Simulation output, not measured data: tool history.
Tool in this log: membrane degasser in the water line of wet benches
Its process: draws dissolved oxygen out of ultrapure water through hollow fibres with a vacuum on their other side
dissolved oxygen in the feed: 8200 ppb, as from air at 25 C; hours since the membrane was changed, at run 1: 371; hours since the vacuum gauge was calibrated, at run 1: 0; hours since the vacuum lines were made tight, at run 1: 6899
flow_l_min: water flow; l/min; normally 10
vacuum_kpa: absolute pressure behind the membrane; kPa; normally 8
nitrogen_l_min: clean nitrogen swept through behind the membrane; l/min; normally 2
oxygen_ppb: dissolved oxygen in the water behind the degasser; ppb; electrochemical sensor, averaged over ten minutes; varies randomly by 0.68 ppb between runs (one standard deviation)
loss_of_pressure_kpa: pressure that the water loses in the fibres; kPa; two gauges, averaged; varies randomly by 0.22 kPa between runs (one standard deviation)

run,hour,flow_l_min,vacuum_kpa,nitrogen_l_min,hours since the membrane was changed,hours since the vacuum gauge was calibrated,hours since the vacuum lines were made tight,oxygen_ppb,loss_of_pressure_kpa
1,0,10,8,2,371,0,6899,61.2,51.69
2,113.7,8,8,2,484,114,7013,48.5,41.62
3,312.4,8,8,2,683,312,7212,48.8,41.38
4,527.5,8,8,2,898,527,7427,48.4,41.25
# hour 553: seals of the vacuum lines changed
5,650.5,10,8,3.45,1019,649,98,36.7,51.55
6,838.3,10,8,2,1207,836,285,61.4,51.45
7,1048.3,10,12.79,2,1417,1046,495,116.8,51.43
8,1242.8,10,8,2.87,1611,1241,690,43.6,51.22
9,1345.1,10,8,2.87,1714,1343,792,43.9,50.87
10,1529.6,10,8,2,1898,1528,977,61.8,50.8
11,1731.3,10,8,2,2100,1729,1178,61.7,51.07
# hour 1866.2: gauge calibrated
12,1887.4,10,8,2,2256,1885,1334,61.6,51.97
13,2098.2,11,5.01,3.07,2467,2096,1545,19.2,56.94
14,2221.6,10,14.46,2,2590,2220,1669,135.5,51.69
15,2369.4,10,14.46,2,2738,2367,1816,138,51.73
16,2505.6,6,12.42,1.16,2874,2504,1953,116,30.7
17,2721.1,6,12.42,1.16,3090,2719,2168,117.4,31.01
18,2943.7,13,17.49,2.13,3312,2942,2391,213.2,66.4
19,3160,8,8.98,0.8,3529,3158,2607,135.6,40.8
20,3374.4,10,5.63,1.09,3743,3372,2821,54.5,50.94
21,3494.8,11,14.85,1.09,3863,3493,2942,271.3,55.65
22,3704.1,8,9.42,2.63,4073,3702,3151,48.6,40.88

Table of differences, measured result less the result of that run with no hidden state. Run-to-run variation is the same in both. Gauge scatter possibly is not:
Hidden state present: membrane still open, %; true pressure behind the membrane over the reading, kPa; air that leaks in behind the membrane, l/min; drift of the gauge itself on oxygen_ppb, %; drift of the gauge itself on loss_of_pressure_kpa, %.
run,loss_of_pressure_kpa
1,+0
2,-0.05
3,-0.14
4,-0.24
5,-0.37
6,-0.47
7,-0.6
8,-0.71
9,-0.77
10,-0.86
11,-0.99
12,+0.02
13,-0.12
14,-0.18
15,-0.26
16,-0.21
17,-0.28
18,-0.77
19,-0.57
20,-0.84
21,-0.99
22,-0.82
oxygen_ppb: at most 0.4 ppb away from the measurement, every run.
